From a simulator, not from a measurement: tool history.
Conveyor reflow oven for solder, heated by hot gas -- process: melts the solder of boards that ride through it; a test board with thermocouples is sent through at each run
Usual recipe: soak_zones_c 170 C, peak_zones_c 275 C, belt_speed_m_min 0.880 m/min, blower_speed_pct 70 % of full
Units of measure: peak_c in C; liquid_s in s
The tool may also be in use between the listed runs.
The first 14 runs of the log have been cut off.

run	day	soak_zones_c	peak_zones_c	belt_speed_m_min	blower_speed_pct	hours of work since the flux was cleaned out	hours of work since the belt drive was overhauled	hours of work since the thermocouples were changed	peak_c	liquid_s
15	14.283	170	275	0.880	70	222	760	166	256.2	41.85
16	15.542	185	275	0.880	57	236	774	180	255.8	45.07
17	16.571	169	268	0.706	69	247	785	191	256.5	53.62
18	17.688	181	268	0.775	69	259	797	204	255.5	51.29
19	18.925	175	275	0.879	70	273	811	217	256.9	43.48
20	19.988	175	284	0.871	70	285	822	229	265.2	47.43
21	21.279	175	284	0.871	70	299	837	243	265.2	47.36
# day 21.546: belt drive overhauled, speed set with a stopwatch
22	22.604	170	275	1.029	70	311	12	256	250.2	32.07
23	24.021	155	275	1.029	70	327	27	271	246.0	27.36
# day 25.046: belt drive overhauled, speed set with a stopwatch, once more
24	25.158	180	266	0.875	80	338	1	282	251.9	42.47
25	26.354	180	266	0.875	80	351	14	295	251.8	42.36
26	27.571	180	279	0.932	67	364	28	308	258.1	41.73
27	28.325	183	273	0.995	52	372	36	317	246.2	33.26
28	29.571	178	274	0.955	56	386	50	330	248.8	35.35
29	30.967	170	288	0.880	70	401	65	346	266.3	45.68
30	32.367	170	288	0.880	70	417	80	361	266.3	45.48

Branching from run 30: 5 alternative next runs. What would each branch give?
A	33.133	169	278	1.039	70	425	89	369	?	?
B	33.133	179	288	0.880	70	425	89	369	?	?
C	33.133	170	288	0.713	70	425	89	369	?	?
D	33.133	179	272	0.880	64	425	89	369	?	?
E	33.133	170	286	0.880	70	425	89	369	?	?

run	peak_c	liquid_s
A	250.0	31.09
B	268.0	48.26
C	274.1	60.23
D	252.7	41.72
E	264.2	44.89
Had the tool no hidden state, the same runs would have come out as:
run	peak_c	liquid_s
A	253.1	32.94
B	270.4	49.10
C	275.9	60.85
D	254.7	43.09
E	266.8	46.01
